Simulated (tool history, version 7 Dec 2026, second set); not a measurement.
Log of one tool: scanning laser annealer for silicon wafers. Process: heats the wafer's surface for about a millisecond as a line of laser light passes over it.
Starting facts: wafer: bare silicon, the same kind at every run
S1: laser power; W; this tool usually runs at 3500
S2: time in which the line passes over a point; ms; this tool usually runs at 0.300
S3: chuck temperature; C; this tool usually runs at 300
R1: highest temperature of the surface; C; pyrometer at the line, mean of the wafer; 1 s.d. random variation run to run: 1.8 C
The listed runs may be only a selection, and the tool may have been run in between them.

run   hour    S1     S2   S3    R1
  1    0.0  3500  0.300  300  1006
  2    7.3  3500  0.300  300  1002
  3   22.0  3500  0.300  300  1006
  4   31.8  3500  0.300  300  1008
  5   43.2  3500  0.300  300  1003
  6   57.6  3500  0.300  300  1005
  7   69.0  3538  0.300  300  1014
  8   83.5  3538  0.300  302  1018
  9  100.3  3538  0.300  302  1018
 10  113.4  3538  0.300  302  1019
 11  120.3  3500  0.300  301  1009
 12  130.1  3500  0.300  301  1009
 13  145.0  3500  0.300  300  1006
 14  157.4  3500  0.300  300  1005
 15  165.7  3551  0.293  300  1012
 16  176.4  3500  0.300  296  1002
 17  191.6  3325  0.298  270   926
 18  206.6  3515  0.293  283   984
 19  220.1  3823  0.300  300  1092
 20  230.0  3172  0.227  300   844
     238.8  -- window over the wafer cleaned
 21  245.8  3172  0.227  300   845
 22  262.5  3500  0.374  300  1087
 23  274.8  3500  0.374  300  1087
 24  285.1  3368  0.374  334  1082
 25  298.7  3368  0.374  334  1081

Branching from run 25: 4 alternative next runs. What would each branch give?
  A  315.3  3500  0.220  269   ?
  B  315.3  3214  0.344  300   ?
  C  315.3  3482  0.347  302   ?
  D  315.3  3590  0.348  309   ?

run    R1
  A   876
  B   974
  C  1054
  D  1090
Stripped of hidden state, with their random variation kept, the same runs would have yielded:
run    R1
  A   876
  B   975
  C  1055
  D  1091
